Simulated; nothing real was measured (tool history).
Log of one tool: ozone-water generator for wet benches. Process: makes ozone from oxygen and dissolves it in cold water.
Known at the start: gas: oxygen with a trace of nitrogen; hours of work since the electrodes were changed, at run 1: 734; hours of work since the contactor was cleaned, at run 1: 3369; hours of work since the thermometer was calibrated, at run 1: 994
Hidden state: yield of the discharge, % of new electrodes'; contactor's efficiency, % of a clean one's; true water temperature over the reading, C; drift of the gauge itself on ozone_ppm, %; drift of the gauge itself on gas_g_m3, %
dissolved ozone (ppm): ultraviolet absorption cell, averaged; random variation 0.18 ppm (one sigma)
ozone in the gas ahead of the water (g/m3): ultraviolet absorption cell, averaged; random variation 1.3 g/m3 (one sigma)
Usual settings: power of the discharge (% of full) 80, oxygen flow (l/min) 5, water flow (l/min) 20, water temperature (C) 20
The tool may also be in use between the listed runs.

run,hour,power of the discharge (% of full),oxygen flow (l/min),water flow (l/min),water temperature (C),hours of work since the electrodes were changed,hours of work since the contactor was cleaned,hours of work since the thermometer was calibrated,dissolved ozone (ppm),ozone in the gas ahead of the water (g/m3)
1,0,80,5,20,20,734,3369,994,24.3,238.9
2,26.3,80,5,20,20,756,3391,1016,24.5,240.4
3,48.8,80,5,20,20,774,3409,1034,24.4,240.6
4,93.5,80,5,20,20,811,3446,1071,24.1,240.2
5,117.8,80,5,20,20,830,3466,1090,24.3,239.6
6,150.1,80,5,20,20,857,3492,1117,24,240.7
7,178.4,80,5,20,20,880,3515,1140,24.4,240.1
8,216.3,80,5,20,20,911,3546,1171,23.7,239.7
9,251.7,80,5,18,20,940,3575,1200,26.6,238.8
10,296.6,60,5,20,20,976,3611,1236,19.2,191.2
11,315.8,60,5,20,20,992,3627,1252,19.1,190.8
12,344.7,60,5,20,20,1015,3650,1275,19.3,191.2
13,379.7,60,5,20,13,1044,3679,1304,21.1,193.6
14,411.3,60,5,20,13,1070,3705,1330,21.2,191.2
15,456.5,52,5,20,20,1106,3742,1366,17.1,171.3
16,487.2,52,5,20,20,1132,3767,1391,17.2,171.2
17,506.4,52,5,20,20,1147,3782,1407,17.1,171.1
18,534.2,62,2.58,16,23,1170,3805,1430,23.7,297.1
19,575,62,2.58,16,23,1203,3838,1463,23.5,294.6
20,615.7,63,2.58,17,23,1236,3871,1496,22.4,298.3
21,656.7,72,2.58,26,23,1270,3905,1530,15.9,331.9
22,681.2,72,2.58,26,23,1290,3925,1550,16.1,328.9
23,714.7,65,5,16,20,1317,3952,1577,24.4,204.4
24,749.9,53,2.97,31,14,1346,3981,1606,11.2,240.5
25,769,53,2.97,31,14,1361,3996,1621,11.3,236.7
26,793.8,53,2.97,31,14,1381,4017,1641,11.3,239.8
27,831.3,53,2.97,31,14,1412,4047,1672,11.1,237.8
28,863.2,47,5,20,27,1438,4073,1698,14.2,157
29,888.9,64,2.73,20,27,1459,4094,1719,18.7,289.8
30,923.6,80,5,27,20,1487,4122,1747,17.8,237.7
31,961.1,80,2.53,20,20,1518,4153,1778,23.7,360
32,993.1,80,2.53,20,20,1544,4179,1804,23.6,359.8
33,1021.2,80,5,20,17,1567,4202,1827,24.8,235.2

4 ways to go on from here, each from the tool as it stands after run 33. What would each give?
A,1055.9,80,2.73,20,13,1595,4230,1855,?,?
B,1055.9,75,4.19,21,17,1595,4230,1855,?,?
C,1055.9,80,8.37,15,18,1595,4230,1855,?,?
D,1055.9,51,5.36,29,20,1595,4230,1855,?,?

run,dissolved ozone (ppm),ozone in the gas ahead of the water (g/m3)
A,25,345.3
B,22.2,253.2
C,28.3,171.5
D,11.6,162.1
Without the tool's hidden state the same runs would have given:
run,dissolved ozone (ppm),ozone in the gas ahead of the water (g/m3)
A,27.2,357.6
B,24.1,261.8
C,30.5,177.6
D,12.6,166

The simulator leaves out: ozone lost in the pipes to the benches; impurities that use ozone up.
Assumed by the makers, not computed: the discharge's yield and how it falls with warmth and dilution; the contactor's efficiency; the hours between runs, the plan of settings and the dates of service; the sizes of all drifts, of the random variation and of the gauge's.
